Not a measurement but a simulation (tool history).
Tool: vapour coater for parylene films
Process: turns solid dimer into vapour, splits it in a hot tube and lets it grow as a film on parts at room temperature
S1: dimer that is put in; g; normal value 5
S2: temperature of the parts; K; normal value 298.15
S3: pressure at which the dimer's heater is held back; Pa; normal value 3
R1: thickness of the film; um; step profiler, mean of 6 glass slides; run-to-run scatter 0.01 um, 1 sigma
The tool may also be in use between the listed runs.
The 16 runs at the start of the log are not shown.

run 17 day=18.929 | S1=5 S2=298.15 S3=3 | R1=0.7
run 18 day=20.204 | S1=5 S2=298.15 S3=3 | R1=0.69
run 19 day=20.912 | S1=5 S2=298.15 S3=3 | R1=0.7
run 20 day=22.5 | S1=3 S2=303.15 S3=4.54 | R1=0.32
run 21 day=23.3 | S1=3 S2=296.15 S3=4.54 | R1=0.4
-- day=23.733 trap's valve overhauled
run 22 day=24.954 | S1=3 S2=296.15 S3=4.54 | R1=0.45
run 23 day=26.529 | S1=4 S2=298.15 S3=2.83 | R1=0.6
run 24 day=27.7 | S1=5 S2=298.15 S3=7.6 | R1=0.59
run 25 day=28.404 | S1=7 S2=310.15 S3=6.51 | R1=0.57
run 26 day=29.754 | S1=5 S2=306.15 S3=3 | R1=0.54
run 27 day=30.971 | S1=3 S2=301.15 S3=9.42 | R1=0.31
run 28 day=32.233 | S1=5 S2=300.15 S3=2.47 | R1=0.69
run 29 day=33.062 | S1=5 S2=300.15 S3=2.47 | R1=0.68
run 30 day=33.933 | S1=5 S2=300.15 S3=2.66 | R1=0.67
run 31 day=34.575 | S1=3 S2=300.15 S3=4.92 | R1=0.34
run 32 day=35.85 | S1=3 S2=291.15 S3=6.03 | R1=0.49
run 33 day=37.054 | S1=2 S2=298.15 S3=3 | R1=0.28

Predict each of these 3 candidate next runs independently; none follows another, all start after run 33:
run A day=38.45 | S1=5 S2=300.15 S3=4.39 | R1=?
run B day=38.45 | S1=3 S2=297.15 S3=10.33 | R1=?
run C day=38.45 | S1=8 S2=298.15 S3=6.96 | R1=?

run=A R1=0.59
run=B R1=0.34
run=C R1=0.95
Had the tool no hidden state, the same runs would have come out as:
run=A R1=0.65
run=B R1=0.37
run=C R1=1.04
